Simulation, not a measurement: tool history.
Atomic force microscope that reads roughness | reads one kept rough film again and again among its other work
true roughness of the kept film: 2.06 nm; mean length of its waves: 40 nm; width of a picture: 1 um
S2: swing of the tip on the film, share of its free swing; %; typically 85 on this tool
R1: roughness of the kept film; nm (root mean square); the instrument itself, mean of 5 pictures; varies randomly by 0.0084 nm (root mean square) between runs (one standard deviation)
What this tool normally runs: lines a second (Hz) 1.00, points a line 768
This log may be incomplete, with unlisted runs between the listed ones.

Run 1, hour 0.0: usual settings. Result: R1 1.728 nm (root mean square).
At hour 13.0: new tip fitted.
Run 2, hour 42.5: usual settings. Result: R1 1.803 nm (root mean square).
Run 3, hour 89.0: usual settings. Result: R1 1.779 nm (root mean square).
Run 4, hour 126.9: usual settings. Result: R1 1.748 nm (root mean square).
At hour 148.1: new tip fitted.
Run 5, hour 148.1: usual settings. Result: R1 1.830 nm (root mean square).
Run 6, hour 175.9: usual settings but S2 74 %. Result: R1 1.858 nm (root mean square).
Run 7, hour 205.7: usual settings. Result: R1 1.776 nm (root mean square).
Run 8, hour 249.8: usual settings. Result: R1 1.749 nm (root mean square).
Run 9, hour 276.1: usual settings. Result: R1 1.721 nm (root mean square).
At hour 279.5: new tip fitted.
Run 10, hour 321.6: usual settings. Result: R1 1.797 nm (root mean square).
Run 11, hour 346.8: usual settings but lines a second (Hz) 0.71, points a line 507. Result: R1 1.808 nm (root mean square).
Run 12, hour 378.8: usual settings but lines a second (Hz) 0.71, points a line 507. Result: R1 1.787 nm (root mean square).
At hour 413.3: new tip fitted.
Run 13, hour 420.8: usual settings but lines a second (Hz) 1.69. Result: R1 1.721 nm (root mean square).
Run 14, hour 467.7: usual settings but lines a second (Hz) 2.04, S2 83 %, points a line 418. Result: R1 1.653 nm (root mean square).
Run 15, hour 516.4: usual settings but lines a second (Hz) 2.04, S2 82 %, points a line 418. Result: R1 1.647 nm (root mean square).
At hour 544.4: new tip fitted.
Run 16, hour 563.0: usual settings but lines a second (Hz) 0.51, S2 90 %, points a line 794. Result: R1 1.864 nm (root mean square).
Run 17, hour 601.5: usual settings but lines a second (Hz) 0.51, S2 90 %, points a line 794. Result: R1 1.825 nm (root mean square).

What if the next run were any one of these 5? Each begins from the tool's condition after run 17:
Run A, hour 646.2: usual settings but points a line 708. Result: R1 ?.
Run B, hour 646.2: usual settings but lines a second (Hz) 1.05, S2 87 %, points a line 794. Result: R1 ?.
Run C, hour 646.2: usual settings but lines a second (Hz) 1.24, S2 82 %, points a line 645. Result: R1 ?.
Run D, hour 646.2: usual settings but lines a second (Hz) 1.87, S2 58 %, points a line 485. Result: R1 ?.
Run E, hour 646.2: usual settings but lines a second (Hz) 2.65, points a line 883. Result: R1 ?.

run     R1
  A  1.755
  B  1.730
  C  1.741
  D  1.838
  E  1.548
Without the tool's unlogged condition, the same runs would have read:
run     R1
  A  1.848
  B  1.822
  C  1.834
  D  1.935
  E  1.630
